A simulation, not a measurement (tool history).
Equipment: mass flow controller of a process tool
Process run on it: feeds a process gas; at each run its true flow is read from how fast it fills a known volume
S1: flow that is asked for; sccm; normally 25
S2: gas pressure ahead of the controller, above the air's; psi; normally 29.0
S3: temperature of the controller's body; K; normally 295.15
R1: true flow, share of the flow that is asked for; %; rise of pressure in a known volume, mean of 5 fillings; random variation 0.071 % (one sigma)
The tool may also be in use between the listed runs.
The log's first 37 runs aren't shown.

Run 38, hour 6025.9: usual settings but S1 7 sccm, S2 30.9 psi, S3 301.15 K. Result: R1 98.35 %.
Run 39, hour 6182.7: usual settings but S1 10 sccm, S2 22.6 psi, S3 309.15 K. Result: R1 99.37 %.
Run 40, hour 6338.2: usual settings but S2 31.3 psi. Result: R1 98.34 %.
Run 41, hour 6449.7: usual settings but S2 31.3 psi. Result: R1 98.07 %.
Run 42, hour 6619.6: usual settings but S2 31.3 psi. Result: R1 98.11 %.
Run 43, hour 6835.0: usual settings but S1 23 sccm, S3 296.15 K. Result: R1 98.22 %.
Run 44, hour 7000.7: usual settings but S1 50 sccm, S2 21.5 psi, S3 296.15 K. Result: R1 98.90 %.
Run 45, hour 7170.4: usual settings but S1 7 sccm, S2 24.1 psi, S3 304.15 K. Result: R1 98.66 %.
At hour 7208.7: controller's zero set anew.
At hour 7225.7: gauge calibrated.
Run 46, hour 7409.1: usual settings but S2 35.7 psi, S3 293.15 K. Result: R1 98.97 %.
Run 47, hour 7655.7: usual settings but S1 20 sccm, S2 35.7 psi, S3 307.15 K. Result: R1 99.80 %.
Run 48, hour 7797.3: usual settings but S1 36 sccm, S3 298.15 K. Result: R1 99.64 %.
Run 49, hour 7936.3: usual settings but S1 10 sccm, S3 294.15 K. Result: R1 99.03 %.

Consider 3 possible next runs. They are alternatives, not a sequence: every one starts from the tool as it was left by run 49. What does each give?
Run A, hour 8157.6: usual settings but S1 33 sccm, S3 307.15 K. Result: R1 ?.
Run B, hour 8157.6: usual settings but S1 8 sccm, S2 34.2 psi, S3 312.15 K. Result: R1 ?.
Run C, hour 8157.6: usual settings but S1 28 sccm, S3 294.15 K. Result: R1 ?.

run     R1
  A  99.97
  B  99.87
  C  99.15
Without the tool's hidden state the same runs would have given:
run      R1
  A  100.28
  B  100.18
  C   99.45
